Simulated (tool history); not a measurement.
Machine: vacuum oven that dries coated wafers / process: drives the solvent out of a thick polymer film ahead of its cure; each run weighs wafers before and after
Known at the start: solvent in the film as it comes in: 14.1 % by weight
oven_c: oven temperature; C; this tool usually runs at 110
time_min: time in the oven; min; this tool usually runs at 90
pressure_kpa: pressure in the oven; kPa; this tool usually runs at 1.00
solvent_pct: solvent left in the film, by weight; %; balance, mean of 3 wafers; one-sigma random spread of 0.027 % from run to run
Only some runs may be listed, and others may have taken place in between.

run	hour	oven_c	time_min	pressure_kpa	solvent_pct
1	0.0	110	90	1.00	1.77
2	34.5	110	90	1.00	1.77
3	86.6	110	90	1.00	1.78
4	133.2	110	90	1.00	1.75
5	163.2	110	90	1.00	1.76
6	219.2	110	90	1.00	1.80
7	253.1	110	90	1.00	1.81
8	307.2	110	90	1.00	1.83
9	346.4	110	90	1.00	1.84
10	373.5	110	90	1.00	1.88
11	413.1	113	90	1.00	1.52
12	469.5	118	90	1.00	0.95
13	516.6	116	90	1.00	1.17
14	553.4	110	90	1.76	2.11
# hour 558.7: oven's thermocouples calibrated
15	586.8	110	90	1.76	2.14
16	636.7	107	90	1.76	2.62
17	661.1	107	90	1.76	2.61
18	706.2	107	90	1.76	2.61
19	746.3	107	90	1.76	2.62
20	802.1	110	90	1.00	2.02
21	841.5	110	90	1.00	2.04
# hour 850.3: oven's thermocouples calibrated, once more
22	879.4	110	90	1.00	1.90
23	907.3	110	60	1.00	3.35
24	951.1	103	161	1.00	1.24
25	993.4	103	161	1.00	1.29
26	1037.6	103	161	1.00	1.31
27	1063.4	105	155	1.10	1.18
28	1115.7	118	106	2.38	1.04
29	1165.6	110	52	1.00	3.99
30	1203.4	99	90	1.12	3.80
31	1257.8	110	118	3.58	1.95
32	1312.9	97	118	2.53	3.72
33	1352.7	110	116	0.58	1.22
34	1376.3	110	116	0.79	1.29
35	1416.0	110	116	0.79	1.31
36	1458.3	110	116	0.79	1.26
37	1488.1	110	57	1.00	3.79
38	1539.2	118	63	0.75	2.05
39	1571.7	110	78	0.68	2.47
40	1617.1	121	78	0.68	1.13
41	1642.5	121	78	0.68	1.13
42	1671.8	121	78	0.68	1.16
43	1718.0	110	113	1.00	1.52
44	1763.3	110	153	1.42	1.04

3 ways to go on from here, each from the tool as it stands after run 44. What would each give?
A	1788.5	121	93	1.75	?
B	1788.5	119	90	0.86	?
C	1788.5	105	90	0.72	?

run	solvent_pct
A	1.02
B	1.09
C	2.87
Stripped of hidden state, with their random variation kept, the same runs would have yielded:
run	solvent_pct
A	0.75
B	0.78
C	2.33
